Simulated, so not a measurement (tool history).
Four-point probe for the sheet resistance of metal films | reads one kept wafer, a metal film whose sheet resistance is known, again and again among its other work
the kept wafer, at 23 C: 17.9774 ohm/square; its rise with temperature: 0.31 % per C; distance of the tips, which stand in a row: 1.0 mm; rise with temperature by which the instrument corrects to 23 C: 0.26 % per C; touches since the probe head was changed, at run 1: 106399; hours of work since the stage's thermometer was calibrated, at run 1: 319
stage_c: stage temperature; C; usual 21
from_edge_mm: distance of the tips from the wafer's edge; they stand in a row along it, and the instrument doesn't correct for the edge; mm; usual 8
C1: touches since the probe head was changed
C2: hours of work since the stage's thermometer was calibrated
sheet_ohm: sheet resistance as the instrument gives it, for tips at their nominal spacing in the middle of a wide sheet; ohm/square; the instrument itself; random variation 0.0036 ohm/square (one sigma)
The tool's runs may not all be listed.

{"run": 1, "day": 0.0, "stage_c": 21, "from_edge_mm": 8, "C1": 106399, "C2": 319, "sheet_ohm": 18.214002}
{"run": 2, "day": 4.204, "stage_c": 21, "from_edge_mm": 8, "C1": 113146, "C2": 397, "sheet_ohm": 18.223872}
{"run": 3, "day": 6.612, "stage_c": 21, "from_edge_mm": 8, "C1": 117014, "C2": 441, "sheet_ohm": 18.213441}
{"run": 4, "day": 8.879, "stage_c": 21, "from_edge_mm": 8, "C1": 120646, "C2": 482, "sheet_ohm": 18.226144}
{"run": 5, "day": 13.033, "stage_c": 23, "from_edge_mm": 8, "C1": 127315, "C2": 559, "sheet_ohm": 18.26027}
{"run": 6, "day": 17.321, "stage_c": 23, "from_edge_mm": 8, "C1": 134196, "C2": 637, "sheet_ohm": 18.261385}
{"run": 7, "day": 20.683, "stage_c": 23, "from_edge_mm": 8, "C1": 139591, "C2": 699, "sheet_ohm": 18.26275}
{"run": 8, "day": 24.012, "stage_c": 23, "from_edge_mm": 8, "C1": 144939, "C2": 760, "sheet_ohm": 18.270803}
{"run": 9, "day": 28.058, "stage_c": 23, "from_edge_mm": 8, "C1": 151427, "C2": 834, "sheet_ohm": 18.274905}
{"run": 10, "day": 29.975, "stage_c": 27, "from_edge_mm": 8, "C1": 154508, "C2": 869, "sheet_ohm": 18.316481}
{"run": 11, "day": 33.712, "stage_c": 27, "from_edge_mm": 8, "C1": 160508, "C2": 938, "sheet_ohm": 18.323678}
{"day": 37.154, "done": "new probe head fitted"}
{"run": 12, "day": 37.388, "stage_c": 21, "from_edge_mm": 8, "C1": 376, "C2": 1005, "sheet_ohm": 18.138287}
{"run": 13, "day": 40.875, "stage_c": 21, "from_edge_mm": 8, "C1": 5974, "C2": 1069, "sheet_ohm": 18.136958}
{"run": 14, "day": 44.554, "stage_c": 21, "from_edge_mm": 17, "C1": 11876, "C2": 1136, "sheet_ohm": 18.03325}
{"run": 15, "day": 46.521, "stage_c": 21, "from_edge_mm": 59, "C1": 15035, "C2": 1172, "sheet_ohm": 18.000508}
{"run": 16, "day": 49.117, "stage_c": 21, "from_edge_mm": 59, "C1": 19198, "C2": 1220, "sheet_ohm": 18.003389}
{"run": 17, "day": 51.733, "stage_c": 21, "from_edge_mm": 17, "C1": 23400, "C2": 1268, "sheet_ohm": 18.033177}
{"run": 18, "day": 55.2, "stage_c": 21, "from_edge_mm": 8, "C1": 28964, "C2": 1331, "sheet_ohm": 18.154589}
{"run": 19, "day": 58.212, "stage_c": 21, "from_edge_mm": 8, "C1": 33797, "C2": 1387, "sheet_ohm": 18.161783}
{"run": 20, "day": 60.375, "stage_c": 24, "from_edge_mm": 8, "C1": 37270, "C2": 1426, "sheet_ohm": 18.201263}
{"run": 21, "day": 63.642, "stage_c": 24, "from_edge_mm": 8, "C1": 42510, "C2": 1486, "sheet_ohm": 18.203769}
{"run": 22, "day": 67.512, "stage_c": 24, "from_edge_mm": 8, "C1": 48721, "C2": 1557, "sheet_ohm": 18.204378}
{"run": 23, "day": 70.946, "stage_c": 30, "from_edge_mm": 9, "C1": 54234, "C2": 1620, "sheet_ohm": 18.244098}
{"run": 24, "day": 74.767, "stage_c": 27, "from_edge_mm": 53, "C1": 60363, "C2": 1690, "sheet_ohm": 18.105516}
{"run": 25, "day": 78.062, "stage_c": 27, "from_edge_mm": 53, "C1": 65653, "C2": 1751, "sheet_ohm": 18.103484}
{"run": 26, "day": 82.3, "stage_c": 32, "from_edge_mm": 18, "C1": 72456, "C2": 1828, "sheet_ohm": 18.181489}
{"run": 27, "day": 86.458, "stage_c": 32, "from_edge_mm": 18, "C1": 79127, "C2": 1905, "sheet_ohm": 18.190166}
{"run": 28, "day": 90.388, "stage_c": 26, "from_edge_mm": 17, "C1": 85434, "C2": 1977, "sheet_ohm": 18.1407}
{"run": 29, "day": 94.467, "stage_c": 19, "from_edge_mm": 65, "C1": 91982, "C2": 2052, "sheet_ohm": 18.048762}
{"run": 30, "day": 97.879, "stage_c": 33, "from_edge_mm": 12, "C1": 97458, "C2": 2114, "sheet_ohm": 18.256623}
{"run": 31, "day": 100.196, "stage_c": 21, "from_edge_mm": 7, "C1": 101175, "C2": 2157, "sheet_ohm": 18.272182}
{"run": 32, "day": 104.079, "stage_c": 27, "from_edge_mm": 8, "C1": 107405, "C2": 2228, "sheet_ohm": 18.282166}
{"run": 33, "day": 107.304, "stage_c": 31, "from_edge_mm": 8, "C1": 112588, "C2": 2287, "sheet_ohm": 18.333672}
{"run": 34, "day": 110.279, "stage_c": 26, "from_edge_mm": 5, "C1": 117362, "C2": 2342, "sheet_ohm": 18.51171}
{"day": 110.933, "done": "stage's thermometer calibrated"}
{"run": 35, "day": 112.208, "stage_c": 26, "from_edge_mm": 5, "C1": 120425, "C2": 23, "sheet_ohm": 18.553877}
{"run": 36, "day": 116.396, "stage_c": 23, "from_edge_mm": 3, "C1": 127139, "C2": 100, "sheet_ohm": 19.163248}
{"run": 37, "day": 119.517, "stage_c": 33, "from_edge_mm": 49, "C1": 132154, "C2": 157, "sheet_ohm": 18.256682}
{"run": 38, "day": 123.246, "stage_c": 22, "from_edge_mm": 7, "C1": 138138, "C2": 226, "sheet_ohm": 18.345737}
{"run": 39, "day": 126.429, "stage_c": 22, "from_edge_mm": 7, "C1": 143244, "C2": 284, "sheet_ohm": 18.344723}
{"run": 40, "day": 130.058, "stage_c": 22, "from_edge_mm": 7, "C1": 149069, "C2": 351, "sheet_ohm": 18.343718}
{"run": 41, "day": 132.133, "stage_c": 25, "from_edge_mm": 12, "C1": 152398, "C2": 389, "sheet_ohm": 18.259634}
{"run": 42, "day": 134.412, "stage_c": 20, "from_edge_mm": 64, "C1": 156060, "C2": 431, "sheet_ohm": 18.142152}
{"run": 43, "day": 137.412, "stage_c": 18, "from_edge_mm": 36, "C1": 160872, "C2": 486, "sheet_ohm": 18.142417}

3 ways to go on from here, each from the tool as it stands after run 43. What would each give?
{"run": "A", "day": 140.162, "stage_c": 18, "from_edge_mm": 9, "C1": 165284, "C2": 536, "sheet_ohm": "?"}
{"run": "B", "day": 140.162, "stage_c": 30, "from_edge_mm": 13, "C1": 165284, "C2": 536, "sheet_ohm": "?"}
{"run": "C", "day": 140.162, "stage_c": 26, "from_edge_mm": 8, "C1": 165284, "C2": 536, "sheet_ohm": "?"}

run=A sheet_ohm=18.247324
run=B sheet_ohm=18.311501
run=C sheet_ohm=18.364872
Without the tool's hidden state the same runs would have given:
run=A sheet_ohm=18.044907
run=B sheet_ohm=18.108338
run=C sheet_ohm=18.161192
